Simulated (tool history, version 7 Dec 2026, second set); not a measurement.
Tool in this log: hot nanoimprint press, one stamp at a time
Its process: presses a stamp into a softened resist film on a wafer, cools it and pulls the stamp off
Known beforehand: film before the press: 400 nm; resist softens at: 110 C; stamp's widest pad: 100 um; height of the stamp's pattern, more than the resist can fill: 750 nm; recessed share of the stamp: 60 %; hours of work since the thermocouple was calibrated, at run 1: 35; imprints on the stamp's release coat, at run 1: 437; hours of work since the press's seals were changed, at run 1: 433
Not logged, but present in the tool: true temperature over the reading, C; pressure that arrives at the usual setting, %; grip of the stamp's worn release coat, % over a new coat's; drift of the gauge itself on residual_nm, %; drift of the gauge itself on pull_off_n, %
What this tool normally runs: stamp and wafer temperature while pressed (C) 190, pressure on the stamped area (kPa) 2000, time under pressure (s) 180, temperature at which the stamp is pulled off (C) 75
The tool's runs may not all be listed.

run,day,stamp and wafer temperature while pressed (C),pressure on the stamped area (kPa),time under pressure (s),temperature at which the stamp is pulled off (C),hours of work since the thermocouple was calibrated,imprints on the stamp's release coat,hours of work since the press's seals were changed,resist left under the stamp's widest pad (angstrom),greatest force while the stamp is pulled off (N)
1,0.000,190,2000,180,75,35,437,433,1926,152
2,1.746,190,2000,180,75,60,610,458,1942,148
3,2.788,190,2000,180,75,75,714,473,1916,149
# day 3.862: stamp cleaned and given a new release coat
4,4.142,190,2000,180,75,90,27,488,1949,148
5,5.254,190,1630,180,75,106,138,504,2121,148
6,6.825,190,2000,180,75,129,294,527,1965,147
7,8.825,190,2000,180,75,157,492,556,1981,149
8,10.454,190,2000,180,75,181,654,579,1936,149
9,11.396,190,2000,180,75,194,747,592,1952,149
# day 12.283: stamp cleaned and given a new release coat
10,12.550,190,2000,180,75,207,27,605,1929,146
11,13.567,190,2000,180,73,222,127,620,1943,155
12,15.129,190,2000,180,75,244,282,642,1918,147
13,17.067,190,2000,180,75,272,475,670,1936,148
14,18.679,190,2000,180,75,295,635,693,1955,150
15,19.571,190,2000,129,75,308,723,706,2171,147
# day 20.654: stamp cleaned and given a new release coat
16,21.129,190,2000,180,72,326,47,724,1946,157
17,23.121,190,2000,180,72,355,244,753,1947,159
18,24.817,190,2000,180,72,379,413,777,1943,158
19,26.300,181,1640,111,68,401,560,799,3068,174
20,27.717,181,1640,111,68,421,701,819,3091,174
# day 28.967: stamp cleaned and given a new release coat
21,29.608,190,1240,171,75,444,63,842,2394,149
22,31.608,194,1240,98,61,473,262,871,2523,202
# day 33.488: plate thermocouple calibrated
23,33.858,185,3190,174,75,5,472,901,1951,148

Run 24, settings as shown, results not yet in. Your forecast:
24,34.975,185,3190,174,75,21,583,917,?,?

{"run 24": {"resist left under the stamp's widest pad (angstrom)": 1952, "greatest force while the stamp is pulled off (N)": 149}}
Minus the tool's unlogged condition, the same run would have read resist left under the stamp's widest pad (angstrom) 1947, greatest force while the stamp is pulled off (N) 149.
